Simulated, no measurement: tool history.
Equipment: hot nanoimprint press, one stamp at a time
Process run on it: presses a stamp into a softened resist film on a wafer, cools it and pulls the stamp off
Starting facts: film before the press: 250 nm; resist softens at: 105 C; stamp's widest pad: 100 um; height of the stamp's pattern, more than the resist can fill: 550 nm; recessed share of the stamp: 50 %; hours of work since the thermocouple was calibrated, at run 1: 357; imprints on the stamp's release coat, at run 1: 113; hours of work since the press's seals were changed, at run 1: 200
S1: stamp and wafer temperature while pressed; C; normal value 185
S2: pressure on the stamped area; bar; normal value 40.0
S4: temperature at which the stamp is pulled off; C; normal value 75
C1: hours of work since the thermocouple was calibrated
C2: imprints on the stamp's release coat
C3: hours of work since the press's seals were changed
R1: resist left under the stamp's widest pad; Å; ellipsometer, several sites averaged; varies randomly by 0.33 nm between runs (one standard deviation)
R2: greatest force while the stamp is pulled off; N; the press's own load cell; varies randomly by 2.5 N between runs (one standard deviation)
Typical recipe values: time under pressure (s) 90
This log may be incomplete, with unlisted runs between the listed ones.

Run 1, day 0.000: usual settings; C1 357; C2 113; C3 200. Result: R1 1042 Å, R2 208 N.
Run 2, day 0.433: usual settings but S2 29.7 bar; C1 364; C2 135; C3 206. Result: R1 1200 Å, R2 207 N.
Run 3, day 0.917: usual settings but S2 29.7 bar; C1 371; C2 160; C3 213. Result: R1 1192 Å, R2 205 N.
Run 4, day 1.167: usual settings but S2 29.7 bar; C1 374; C2 173; C3 217. Result: R1 1193 Å, R2 211 N.
Run 5, day 1.612: usual settings but S2 29.7 bar; C1 381; C2 196; C3 223. Result: R1 1191 Å, R2 211 N.
Run 6, day 1.829: usual settings; C1 384; C2 207; C3 226. Result: R1 1043 Å, R2 213 N.
Run 7, day 2.104: usual settings; C1 388; C2 221; C3 230. Result: R1 1036 Å, R2 216 N.
Run 8, day 2.538: usual settings; C1 394; C2 243; C3 236. Result: R1 1041 Å, R2 218 N.
Run 9, day 2.912: usual settings but S2 55.2 bar; C1 399; C2 263; C3 242. Result: R1 896 Å, R2 217 N.
Run 10, day 3.283: usual settings but S2 55.2 bar; C1 404; C2 282; C3 247. Result: R1 895 Å, R2 212 N.
Run 11, day 3.575: usual settings but S2 55.2 bar; C1 409; C2 297; C3 251. Result: R1 900 Å, R2 218 N.
Run 12, day 3.817: usual settings but S2 55.2 bar; C1 412; C2 309; C3 254. Result: R1 888 Å, R2 221 N.
Run 13, day 4.067: usual settings but S2 55.2 bar; C1 416; C2 322; C3 258. Result: R1 892 Å, R2 216 N.
Run 14, day 4.333: usual settings; C1 419; C2 336; C3 262. Result: R1 1042 Å, R2 216 N.
Run 15, day 4.796: usual settings but S4 72 C; C1 426; C2 360; C3 268. Result: R1 1027 Å, R2 230 N.
Run 16, day 5.117: usual settings but S4 72 C; C1 431; C2 376; C3 273. Result: R1 1040 Å, R2 225 N.
Run 17, day 5.383: usual settings but S1 182 C, S2 39.2 bar, time under pressure (s) 86, S4 60 C; C1 434; C2 390; C3 277. Result: R1 1154 Å, R2 269 N.
Run 18, day 5.700: usual settings but S2 63.5 bar, time under pressure (s) 46, S4 70 C; C1 439; C2 406; C3 281. Result: R1 1088 Å, R2 237 N.
Run 19, day 6.096: usual settings but S2 24.3 bar, time under pressure (s) 58, S4 77 C; C1 445; C2 426; C3 287. Result: R1 1492 Å, R2 218 N.
Run 20, day 6.308: usual settings but S1 176 C, S2 34.6 bar, time under pressure (s) 86, S4 63 C; C1 448; C2 437; C3 290. Result: R1 1426 Å, R2 256 N.
Run 21, day 6.608: usual settings but S1 176 C, S2 25.4 bar, time under pressure (s) 86, S4 63 C; C1 452; C2 453; C3 294. Result: R1 1601 Å, R2 258 N.
Run 22, day 6.879: usual settings but S1 176 C, S2 25.4 bar, time under pressure (s) 86, S4 63 C; C1 456; C2 467; C3 298. Result: R1 1594 Å, R2 258 N.
Run 23, day 7.250: usual settings but S1 196 C, S2 57.8 bar, time under pressure (s) 152, S4 63 C; C1 461; C2 486; C3 304. Result: R1 513 Å, R2 257 N.
Run 24, day 7.500: usual settings but time under pressure (s) 120; C1 465; C2 499; C3 307. Result: R1 919 Å, R2 225 N.
Run 25, day 7.904: usual settings but time under pressure (s) 120; C1 470; C2 520; C3 313. Result: R1 926 Å, R2 233 N.
Run 26, day 8.183: usual settings but time under pressure (s) 120; C1 474; C2 534; C3 317. Result: R1 918 Å, R2 231 N.
Run 27, day 8.508: usual settings but S1 176 C, S2 32.5 bar, time under pressure (s) 82, S4 82 C; C1 479; C2 551; C3 321. Result: R1 1480 Å, R2 210 N.
Run 28, day 8.779: usual settings but time under pressure (s) 59, S4 81 C; C1 483; C2 564; C3 325. Result: R1 1207 Å, R2 214 N.
Run 29, day 9.058: usual settings but S1 190 C, S2 29.9 bar; C1 487; C2 579; C3 329. Result: R1 1036 Å, R2 232 N.
Run 30, day 9.517: usual settings but S1 192 C, S2 25.6 bar, time under pressure (s) 141, S4 79 C; C1 493; C2 603; C3 336. Result: R1 885 Å, R2 223 N.
Run 31, day 9.812: usual settings but S2 26.4 bar, time under pressure (s) 58; C1 498; C2 618; C3 340. Result: R1 1447 Å, R2 234 N.

Each run again, without the hidden state but with its own random variation kept:
Hidden state at play: true temperature over the reading, C; pressure that arrives at the usual setting, %; grip of the stamp's worn release coat, % over a new coat's; drift of the gauge itself on residual_nm, %; drift of the gauge itself on pull_off_n, %.
run    R1   R2
  1  1086  206
  2  1250  204
  3  1243  201
  4  1245  206
  5  1243  205
  6  1090  207
  7  1083  208
  8  1089  209
  9   937  207
 10   937  201
 11   942  207
 12   930  209
 13   934  204
 14  1092  202
 15  1078  215
 16  1092  210
 17  1213  248
 18  1136  219
 19  1556  200
 20  1497  234
 21  1674  235
 22  1668  234
 23   536  233
 24   970  204
 25   977  210
 26   969  207
 27  1556  188
 28  1269  191
 29  1092  206
 30   936  197
 31  1517  206

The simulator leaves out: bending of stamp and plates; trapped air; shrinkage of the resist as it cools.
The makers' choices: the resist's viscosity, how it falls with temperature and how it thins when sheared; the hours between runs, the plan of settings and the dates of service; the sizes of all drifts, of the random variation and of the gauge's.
